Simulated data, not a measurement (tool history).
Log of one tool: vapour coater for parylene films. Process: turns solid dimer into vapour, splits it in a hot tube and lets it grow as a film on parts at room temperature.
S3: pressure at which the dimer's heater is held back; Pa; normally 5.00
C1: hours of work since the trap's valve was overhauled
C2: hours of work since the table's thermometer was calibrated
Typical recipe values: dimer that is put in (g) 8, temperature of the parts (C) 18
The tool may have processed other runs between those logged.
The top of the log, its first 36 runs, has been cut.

{"run": 37, "hour": 443.8, "dimer that is put in (g)": 5, "temperature of the parts (C)": 10, "S3": 3.47, "C1": 152, "C2": 569, "thickness of the film (nm)": 1320}
{"run": 38, "hour": 457.1, "dimer that is put in (g)": 5, "temperature of the parts (C)": 10, "S3": 3.47, "C1": 162, "C2": 579, "thickness of the film (nm)": 1320}
{"run": 39, "hour": 469.3, "dimer that is put in (g)": 5, "temperature of the parts (C)": 10, "S3": 3.47, "C1": 171, "C2": 588, "thickness of the film (nm)": 1300}
{"run": 40, "hour": 481.3, "dimer that is put in (g)": 6, "temperature of the parts (C)": 20, "S3": 2.57, "C1": 179, "C2": 596, "thickness of the film (nm)": 1170}
{"run": 41, "hour": 489.9, "dimer that is put in (g)": 3, "temperature of the parts (C)": 18, "S3": 5.0, "C1": 185, "C2": 602, "thickness of the film (nm)": 580}
{"run": 42, "hour": 500.0, "dimer that is put in (g)": 9, "temperature of the parts (C)": 18, "S3": 5.55, "C1": 193, "C2": 610, "thickness of the film (nm)": 1680}
{"run": 43, "hour": 509.2, "dimer that is put in (g)": 9, "temperature of the parts (C)": 12, "S3": 5.5, "C1": 199, "C2": 616, "thickness of the film (nm)": 2060}
{"run": 44, "hour": 518.6, "dimer that is put in (g)": 4, "temperature of the parts (C)": 25, "S3": 2.35, "C1": 206, "C2": 623, "thickness of the film (nm)": 660}
{"run": 45, "hour": 532.9, "dimer that is put in (g)": 7, "temperature of the parts (C)": 28, "S3": 7.41, "C1": 216, "C2": 633, "thickness of the film (nm)": 890}
{"run": 46, "hour": 545.1, "dimer that is put in (g)": 7, "temperature of the parts (C)": 28, "S3": 7.41, "C1": 225, "C2": 642, "thickness of the film (nm)": 890}

Here are 3 independent what-if runs from the current tool condition. What would each one return?
{"run": "A", "hour": 553.4, "dimer that is put in (g)": 7, "temperature of the parts (C)": 27, "S3": 7.41, "C1": 231, "C2": 648, "thickness of the film (nm)": "?"}
{"run": "B", "hour": 553.4, "dimer that is put in (g)": 13, "temperature of the parts (C)": 28, "S3": 10.84, "C1": 231, "C2": 648, "thickness of the film (nm)": "?"}
{"run": "C", "hour": 553.4, "dimer that is put in (g)": 8, "temperature of the parts (C)": 20, "S3": 2.19, "C1": 231, "C2": 648, "thickness of the film (nm)": "?"}

run=A thickness_of_the_film_(nm)=920
run=B thickness_of_the_film_(nm)=1590
run=C thickness_of_the_film_(nm)=1550
Without the tool's hidden state the same runs would have given:
run=A thickness_of_the_film_(nm)=1010
run=B thickness_of_the_film_(nm)=1740
run=C thickness_of_the_film_(nm)=1710

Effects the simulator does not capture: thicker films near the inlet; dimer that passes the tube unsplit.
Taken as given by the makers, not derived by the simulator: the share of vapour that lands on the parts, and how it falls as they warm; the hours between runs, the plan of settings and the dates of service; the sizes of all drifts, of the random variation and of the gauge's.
